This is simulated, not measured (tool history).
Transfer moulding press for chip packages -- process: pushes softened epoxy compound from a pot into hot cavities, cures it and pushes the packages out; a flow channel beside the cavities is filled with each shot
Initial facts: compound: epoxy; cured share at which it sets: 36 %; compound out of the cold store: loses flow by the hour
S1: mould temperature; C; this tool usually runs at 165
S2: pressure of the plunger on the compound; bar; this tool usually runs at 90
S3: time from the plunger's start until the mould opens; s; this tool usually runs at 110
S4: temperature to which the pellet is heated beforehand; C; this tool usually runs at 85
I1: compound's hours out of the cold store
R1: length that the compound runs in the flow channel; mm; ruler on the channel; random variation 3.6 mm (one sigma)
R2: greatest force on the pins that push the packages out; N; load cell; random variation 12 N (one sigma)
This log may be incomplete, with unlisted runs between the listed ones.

run	hour	S1	S2	S3	S4	I1	R1	R2
1	0	165	90	110	85	16.3	953	1026
# hour 6.8: cavities cleaned with cleaning compound and waxed
# hour 30.7: mould's thermocouples calibrated
2	43.7	165	90	110	85	36.9	877	1036
# hour 49: cavities cleaned with cleaning compound and waxed
3	80	165	90	110	85	35.8	881	995
# hour 90.4: cavities cleaned with cleaning compound and waxed
4	121.6	165	90	110	85	36.6	870	1025
# hour 129: cavities cleaned with cleaning compound and waxed
5	153.5	165	90	110	85	30.3	884	958
# hour 169.2: cavities cleaned with cleaning compound and waxed
6	179.2	165	90	110	85	40	852	760
# hour 210.5: plunger's sealing rings changed
# hour 212: cavities cleaned with cleaning compound and waxed
7	227.2	165	90	110	85	43.7	866	772
# hour 250.4: cavities cleaned with cleaning compound and waxed
8	259	165	90	110	85	39.6	877	722
9	280.1	163	90	110	85	47.6	850	1088
# hour 288.4: cavities cleaned with cleaning compound and waxed
# hour 327.6: cavities cleaned with cleaning compound and waxed
10	327.6	163	90	110	85	37.1	889	588
# hour 365.6: cavities cleaned with cleaning compound and waxed
11	370.9	163	90	110	85	20.1	954	768
12	401.9	163	90	110	85	29.4	904	1218
# hour 407.5: cavities cleaned with cleaning compound and waxed
13	440.2	165	90	110	85	24.4	925	1015
# hour 449: cavities cleaned with cleaning compound and waxed
14	475.1	165	90	110	85	17.3	941	1016
# hour 489.1: cavities cleaned with cleaning compound and waxed
15	518	159	90	138	85	42.3	864	920
# hour 528.1: cavities cleaned with cleaning compound and waxed
16	554.1	163	90	138	78	35.7	869	753
# hour 568: cavities cleaned with cleaning compound and waxed
# hour 576.3: plunger's sealing rings changed
# hour 582.4: mould's thermocouples calibrated
17	597.4	171	90	138	78	42.5	850	727

For run 18, what comes out?
# hour 612.2: cavities cleaned with cleaning compound and waxed
18	641.6	171	95.8	101	81	36.9	?	?

Run 18 yielded R1 897 mm, R2 835 N.
With no hidden state in the tool, this same run would have given R1 903 mm, R2 456 N.

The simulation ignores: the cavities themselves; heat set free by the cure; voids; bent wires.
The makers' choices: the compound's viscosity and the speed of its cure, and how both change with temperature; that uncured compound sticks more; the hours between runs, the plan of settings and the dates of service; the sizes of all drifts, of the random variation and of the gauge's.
